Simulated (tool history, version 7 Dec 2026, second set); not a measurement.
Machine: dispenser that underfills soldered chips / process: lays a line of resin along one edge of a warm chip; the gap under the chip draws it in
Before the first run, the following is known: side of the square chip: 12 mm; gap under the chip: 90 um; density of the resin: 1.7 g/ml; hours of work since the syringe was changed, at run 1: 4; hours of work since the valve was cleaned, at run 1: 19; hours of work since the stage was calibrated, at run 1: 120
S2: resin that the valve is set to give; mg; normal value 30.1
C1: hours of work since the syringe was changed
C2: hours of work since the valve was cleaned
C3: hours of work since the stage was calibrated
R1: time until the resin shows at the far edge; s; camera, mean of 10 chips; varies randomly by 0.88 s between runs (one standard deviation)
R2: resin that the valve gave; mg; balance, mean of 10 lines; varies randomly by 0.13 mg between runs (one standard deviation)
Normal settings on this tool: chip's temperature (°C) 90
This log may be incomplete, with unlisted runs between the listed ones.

Run 1, hour 0.0: usual settings; C1 4; C2 19; C3 120. Result: R1 114.5 s, R2 29.93 mg.
Run 2, hour 5.0: usual settings but chip's temperature (°C) 86; C1 7; C2 22; C3 123. Result: R1 166.5 s, R2 29.60 mg.
Run 3, hour 8.0: usual settings but chip's temperature (°C) 86; C1 9; C2 24; C3 125. Result: R1 191.9 s, R2 29.81 mg.
At hour 11.8: new syringe of resin.
Run 4, hour 13.0: usual settings; C1 1; C2 26; C3 128. Result: R1 86.9 s, R2 29.71 mg.
Run 5, hour 18.5: usual settings; C1 4; C2 30; C3 132. Result: R1 110.2 s, R2 29.46 mg.
Run 6, hour 24.6: usual settings but chip's temperature (°C) 104; C1 8; C2 34; C3 135. Result: R1 91.5 s, R2 29.13 mg.
Run 7, hour 27.7: usual settings but S2 37.8 mg; C1 10; C2 36; C3 137. Result: R1 166.6 s, R2 36.80 mg.
At hour 30.5: new syringe of resin.
Run 8, hour 32.1: usual settings but S2 37.8 mg; C1 1; C2 38; C3 140. Result: R1 87.6 s, R2 36.71 mg.
Run 9, hour 38.1: usual settings but S2 37.8 mg; C1 5; C2 42; C3 143. Result: R1 113.2 s, R2 36.77 mg.
Run 10, hour 41.2: usual settings; C1 7; C2 44; C3 145. Result: R1 136.7 s, R2 29.36 mg.
Run 11, hour 44.9: usual settings; C1 9; C2 46; C3 148. Result: R1 160.0 s, R2 29.16 mg.
At hour 49.3: new syringe of resin.
Run 12, hour 51.1: usual settings; C1 1; C2 50; C3 151. Result: R1 89.0 s, R2 29.19 mg.
Run 13, hour 55.4: usual settings; C1 4; C2 52; C3 154. Result: R1 110.5 s, R2 29.16 mg.
Run 14, hour 61.0: usual settings; C1 7; C2 56; C3 157. Result: R1 143.0 s, R2 29.11 mg.
Run 15, hour 64.0: usual settings but chip's temperature (°C) 87; C1 9; C2 58; C3 159. Result: R1 182.8 s, R2 29.06 mg.
At hour 68.0: new syringe of resin.
Run 16, hour 71.0: usual settings but S2 28.9 mg; C1 2; C2 62; C3 163. Result: R1 97.9 s, R2 27.75 mg.
At hour 72.3: dispensing valve cleaned and set on the balance.
Run 17, hour 76.9: usual settings but S2 28.9 mg; C1 5; C2 3; C3 166. Result: R1 117.7 s, R2 28.72 mg.
Run 18, hour 80.9: usual settings but S2 28.9 mg; C1 7; C2 5; C3 169. Result: R1 147.1 s, R2 28.53 mg.
Run 19, hour 85.6: usual settings but S2 28.9 mg; C1 10; C2 8; C3 172. Result: R1 182.1 s, R2 28.82 mg.
At hour 87.8: new syringe of resin.
Run 20, hour 90.7: usual settings but chip's temperature (°C) 99, S2 29.4 mg; C1 2; C2 11; C3 175. Result: R1 67.8 s, R2 29.02 mg.

Estimate the outcome of run 21 from the log above:
Run 21, hour 94.8: usual settings but chip's temperature (°C) 82, S2 25.8 mg; C1 4; C2 14; C3 177. Result: R1 ?, R2 ?.

For run 21 the tool returned R1 163.6 s, R2 25.56 mg.
The same run, on a tool lacking any hidden state, would have yielded R1 118.6 s, R2 25.87 mg.
